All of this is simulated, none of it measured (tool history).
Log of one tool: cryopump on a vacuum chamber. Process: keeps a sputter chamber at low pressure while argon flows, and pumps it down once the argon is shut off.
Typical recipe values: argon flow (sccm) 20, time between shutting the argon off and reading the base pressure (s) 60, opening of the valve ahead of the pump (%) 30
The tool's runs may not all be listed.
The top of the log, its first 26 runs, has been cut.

run,hour,argon flow (sccm),time between shutting the argon off and reading the base pressure (s),opening of the valve ahead of the pump (%),hours of work since the pump was warmed up and emptied,hours of work since the cold head was overhauled,hours of work since the chamber's fittings were tightened,pressure while argon flows (Pa),pressure after the wait (uPa)
27,399.6,11,191,33,481,481,756,0.0453,1.25
28,419.6,29,191,26,498,498,773,0.1491,1.25
29,441.3,10,60,39,516,516,791,0.0347,1.97
30,450.3,11,60,33,524,524,798,0.0448,1.98
31,462.4,11,60,33,534,534,808,0.0454,1.98
32,484.6,13,113,30,552,552,827,0.0592,1.56
33,496.9,27,60,26,562,562,837,0.1409,2.03
34,507.4,27,60,26,571,571,846,0.1405,1.99

Predict each of these 3 candidate next runs independently; none follows another, all start after run 34:
A,526.9,20,60,16,587,587,862,?,?
B,526.9,29,83,31,587,587,862,?,?
C,526.9,12,24,55,587,587,862,?,?

run,pressure while argon flows (Pa),pressure after the wait (uPa)
A,0.1663,2.08
B,0.1283,1.80
C,0.0312,3.63
What these runs would have given with no unlogged condition in the tool:
run,pressure while argon flows (Pa),pressure after the wait (uPa)
A,0.1617,1.24
B,0.1216,0.96
C,0.0284,2.78
